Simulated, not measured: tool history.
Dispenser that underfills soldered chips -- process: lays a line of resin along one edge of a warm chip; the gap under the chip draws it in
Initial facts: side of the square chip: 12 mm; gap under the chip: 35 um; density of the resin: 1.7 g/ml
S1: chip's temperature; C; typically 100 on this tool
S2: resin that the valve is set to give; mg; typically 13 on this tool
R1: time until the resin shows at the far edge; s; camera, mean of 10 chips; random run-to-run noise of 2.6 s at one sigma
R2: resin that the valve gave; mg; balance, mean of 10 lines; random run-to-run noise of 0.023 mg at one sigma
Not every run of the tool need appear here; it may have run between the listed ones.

Run 1, hour 0: usual settings. Result: R1 256.3 s, R2 12.85 mg.
Run 2, hour 7.1: usual settings. Result: R1 322.1 s, R2 12.8 mg.
At hour 13.8: new syringe of resin.
Run 3, hour 14.2: usual settings. Result: R1 250 s, R2 12.81 mg.
Run 4, hour 21.7: usual settings. Result: R1 307.9 s, R2 12.76 mg.
At hour 29: new syringe of resin.
At hour 30: dispensing valve cleaned and set on the balance.
Run 5, hour 34.3: usual settings. Result: R1 279.5 s, R2 12.96 mg.
Run 6, hour 40.8: usual settings but S2 15.2 mg. Result: R1 327.6 s, R2 15.13 mg.
At hour 44.8: new syringe of resin.
Run 7, hour 53: usual settings but S2 15.2 mg. Result: R1 309.4 s, R2 15.12 mg.
At hour 60: new syringe of resin.
Run 8, hour 66.9: usual settings but S2 11.1 mg. Result: R1 313.8 s, R2 10.98 mg.
At hour 75.5: new syringe of resin.
Run 9, hour 78.3: usual settings but S2 11.1 mg. Result: R1 280 s, R2 10.89 mg.
Run 10, hour 87.4: usual settings but S2 11.1 mg. Result: R1 360.9 s, R2 10.95 mg.
At hour 91: new syringe of resin.
At hour 97.6: dispensing valve cleaned and set on the balance.
Run 11, hour 100.7: usual settings but S1 85 C. Result: R1 572.7 s, R2 12.97 mg.
At hour 107.4: new syringe of resin.
Run 12, hour 111.8: usual settings but S1 85 C. Result: R1 508.7 s, R2 12.94 mg.
Run 13, hour 118.6: usual settings but S1 85 C. Result: R1 632.7 s, R2 12.94 mg.
At hour 122.5: new syringe of resin.
Run 14, hour 124.7: usual settings but S1 85 C. Result: R1 470 s, R2 12.91 mg.
Run 15, hour 130.4: usual settings but S1 85 C. Result: R1 550.3 s, R2 12.9 mg.
At hour 137.8: new syringe of resin.
Run 16, hour 141.5: usual settings but S1 113 C. Result: R1 167.4 s, R2 12.84 mg.
Run 17, hour 151.6: usual settings but S1 98 C, S2 16.3 mg. Result: R1 381.4 s, R2 16.05 mg.
At hour 152.7: new syringe of resin.
Run 18, hour 158.8: usual settings but S1 107 C, S2 14.9 mg. Result: R1 218.2 s, R2 14.7 mg.
At hour 165: dispensing valve cleaned and set on the balance.
At hour 169.4: new syringe of resin.
Run 19, hour 171.8: usual settings but S1 108 C, S2 14.3 mg. Result: R1 186.4 s, R2 14.28 mg.
Run 20, hour 180.7: usual settings but S1 90 C, S2 14.3 mg. Result: R1 502.1 s, R2 14.27 mg.
At hour 184.8: new syringe of resin.
Run 21, hour 188: usual settings but S2 15.2 mg. Result: R1 260.5 s, R2 15.15 mg.
Run 22, hour 199.2: usual settings but S2 15.2 mg. Result: R1 362.2 s, R2 15.12 mg.
At hour 200.1: new syringe of resin.
Run 23, hour 212.7: usual settings but S1 87 C, S2 14.4 mg. Result: R1 578.4 s, R2 14.22 mg.
At hour 215.5: new syringe of resin.
Run 24, hour 222: usual settings but S1 95 C, S2 13.9 mg. Result: R1 339.4 s, R2 13.69 mg.
Run 25, hour 228.1: usual settings but S1 95 C, S2 13.9 mg. Result: R1 412.8 s, R2 13.68 mg.
At hour 230.4: new syringe of resin.
At hour 232.8: dispensing valve cleaned and set on the balance.
Run 26, hour 240.2: usual settings but S1 95 C, S2 11.7 mg. Result: R1 393.1 s, R2 11.65 mg.
At hour 246.3: new syringe of resin.
Run 27, hour 250: usual settings but S1 86 C, S2 14.7 mg. Result: R1 458.9 s, R2 14.63 mg.
At hour 261.6: new syringe of resin.
Run 28, hour 263.6: usual settings but S1 86 C, S2 14.7 mg. Result: R1 427.2 s, R2 14.59 mg.
Run 29, hour 270.3: usual settings but S1 103 C, S2 14.4 mg. Result: R1 271 s, R2 14.28 mg.
At hour 277.3: new syringe of resin.
Run 30, hour 284.1: usual settings but S1 111 C, S2 16.2 mg. Result: R1 188.4 s, R2 15.97 mg.
At hour 292.1: new syringe of resin.
Run 31, hour 292.8: usual settings but S1 111 C, S2 16.2 mg. Result: R1 154 s, R2 15.93 mg.

Some steps in R1 between neighbouring runs. How much of each would the tool show without its hidden state too (settings, what came in, random variation), and how much is left for the hidden state, with any gauge scatter that isn't in both results?
Hidden state at play: resin's viscosity, % of fresh resin's; dose that the valve gives, % of what is set; true chip temperature over the reading, C; drift of the gauge itself on fill_s, %; drift of the gauge itself on given_mg, %.
Run 12 -> 13: nothing adjusted, nothing logged. R1 +124 s: hidden state +115.6, all else +8.4.
Run 13 -> 14: new syringe of resin. R1 -162.7 s: hidden state -157.4, all else -5.3.
Run 15 -> 16: S1 85 -> 113, new syringe of resin. R1 -382.9 s: hidden state -63.3, all else -319.6.
Run 19 -> 20: S1 108 -> 90. R1 +315.7 s: hidden state +112.6, all else +203.1.
Run 20 -> 21: S1 90 -> 100, S2 14.3 -> 15.2, new syringe of resin. R1 -241.6 s: hidden state -108.3, all else -133.3.
Run 23 -> 24: S1 87 -> 95, S2 14.4 -> 13.9, new syringe of resin. R1 -239 s: hidden state -117.5, all else -121.5.
